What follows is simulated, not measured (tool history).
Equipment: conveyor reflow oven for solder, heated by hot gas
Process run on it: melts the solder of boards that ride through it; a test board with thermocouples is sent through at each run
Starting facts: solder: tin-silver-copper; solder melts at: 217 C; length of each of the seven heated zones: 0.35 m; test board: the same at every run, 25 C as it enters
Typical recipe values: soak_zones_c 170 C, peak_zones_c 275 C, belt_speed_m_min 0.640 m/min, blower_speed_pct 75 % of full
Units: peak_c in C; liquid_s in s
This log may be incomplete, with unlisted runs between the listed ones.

run   hour  soak_zones_c  peak_zones_c  belt_speed_m_min  blower_speed_pct  peak_c  liquid_s
  1    0.0           170           275             0.640                75   257.1      50.2
  2    8.9           170           275             0.640                75   256.9      49.9
      14.5  -- flux residue cleaned out of gas plates and filters
  3   21.3           170           275             0.559                75   262.6      61.6
  4   28.3           165           275             0.559                75   261.9      59.9
  5   38.0           170           275             0.640                75   257.5      50.5
  6   42.6           170           275             0.612                75   259.7      54.0
  7   52.7           170           275             0.612                75   259.4      54.3
  8   61.9           170           275             0.640                75   257.7      50.5
  9   66.5           170           275             0.587                75   260.8      57.6
 10   72.9           170           275             0.640                57   251.1      45.2
 11   78.8           175           275             0.640                75   258.4      52.7
 12   83.6           175           275             0.640                75   259.0      52.4
      94.4  -- thermocouples of zones 6 and 7 changed
 13   94.6           175           275             0.640                75   256.6      51.6
 14  101.1           175           275             0.640                75   256.5      51.7
 15  106.8           170           275             0.640                75   255.3      50.3
 16  116.9           170           275             0.608                75   257.8      53.7
 17  123.1           170           275             0.588                75   258.4      56.6
 18  127.7           182           280             0.713                71   256.9      47.9
 19  135.0           182           280             0.713                71   257.0      47.4
 20  144.2           182           280             0.713                71   256.4      47.6
 21  148.8           166           280             0.713                50   242.6      31.6
 22  156.0           170           263             0.582                75   248.3      50.2
 23  162.3           170           288             0.651                75   265.6      54.2
 24  169.6           171           282             0.640                88   265.2      55.0
 25  178.0           171           282             0.640                88   265.1      55.0
 26  184.3           170           275             0.640                74   255.1      49.4
 27  191.7           170           275             0.640                74   255.1      49.2
 28  197.5           170           275             0.640                74   254.7      48.7
 29  202.3           170           277             0.640                75   256.8      50.5
 30  210.8           183           281             0.533                85   270.9      73.7
 31  217.0           183           281             0.533                85   271.0      73.0

Consider 4 possible next runs. They are alternatives, not a sequence: every one starts from the tool as it was left by run 31. What does each give?
  A  226.1           170           286             0.517                80       ?         ?
  B  226.1           170           276             0.640                75       ?         ?
  C  226.1           183           281             0.533                56       ?         ?
  D  226.1           170           275             0.640                88       ?         ?

run  peak_c  liquid_s
  A   273.6      72.6
  B   256.1      49.9
  C   263.1      68.6
  D   258.8      51.9
Had the tool no hidden state, the same runs would have come out as:
run  peak_c  liquid_s
  A   274.4      72.7
  B   257.2      50.5
  C   263.8      68.9
  D   259.9      52.4
